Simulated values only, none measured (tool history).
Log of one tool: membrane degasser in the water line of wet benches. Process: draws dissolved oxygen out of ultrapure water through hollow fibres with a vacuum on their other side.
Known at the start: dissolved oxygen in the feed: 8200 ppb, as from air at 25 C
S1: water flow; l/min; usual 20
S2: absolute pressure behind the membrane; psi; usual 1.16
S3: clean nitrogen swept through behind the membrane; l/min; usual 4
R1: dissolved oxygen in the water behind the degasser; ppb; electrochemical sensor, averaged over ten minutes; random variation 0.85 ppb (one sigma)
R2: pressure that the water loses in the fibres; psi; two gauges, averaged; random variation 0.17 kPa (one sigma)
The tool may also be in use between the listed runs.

run     day  S1     S2     S3     R1     R2
  1       0  20   1.16      4   81.8    4.4
  2   1.679  20   1.16      4   82.1  4.402
  3   2.975  20   1.16      4   81.8  4.411
  4   4.075  20   1.16      4     82  4.392
  5   5.042  20   1.16      4   83.6   4.38
  6   6.833  20  2.353      4  184.8  4.428
  7   8.229  20   1.16      4   83.2  4.408
  8  10.458  20   1.16      4     82  4.399
  9  11.804  20   1.16   2.96    103  4.382
 10  13.229  20   1.16   2.96  101.5  4.438
 11  14.462  20   1.16   2.96  103.7  4.399
 12  16.633  20   1.16   2.96  101.6  4.415
 13  18.838  20   1.16   2.96  104.2   4.38
 14  20.579  20   1.16    2.3  122.5   4.38
 15  22.792  19  0.719  11.91   25.1  4.213
 16  23.704  16  2.116   3.62  135.6  3.535
 17  25.562  20   2.85  11.84   92.9  4.438
 18  27.442  20  1.546   6.55   81.1  4.448
 19  29.288  20  1.546   6.55   79.1   4.38
 20  30.375  13  1.546   6.94   39.5  2.815
 21  31.575  13  1.546   6.94   38.6  2.828
 22  33.279  29  1.558   3.17  254.9  6.401
 23  35.262  19  1.204   8.04   48.4  4.189
 24   36.55  32  1.204   8.04  176.4  7.034
 25  38.238  32  1.204   8.04  175.2  7.075
 26  39.529  15  1.204   3.53   62.8  3.288
 27  41.188  20  2.442    3.1  234.8  4.444
 28  43.338  25  2.442   2.71    346  5.494

Forecast each of these 4 alternatives for the next run:
  A  44.558  13  2.442  9.55   ?   ?
  B  44.558  28   1.16     4   ?   ?
  C  44.558  20  2.368     4   ?   ?
  D  44.558  15  2.596  11.6   ?   ?

run     R1     R2
  A   51.2  2.849
  B  163.3  6.205
  C  186.4  4.383
  D   54.6  3.288
Without the tool's hidden state the same runs would have given:
run     R1     R2
  A     48  2.818
  B  156.3  6.139
  C  178.6  4.337
  D   51.6  3.253
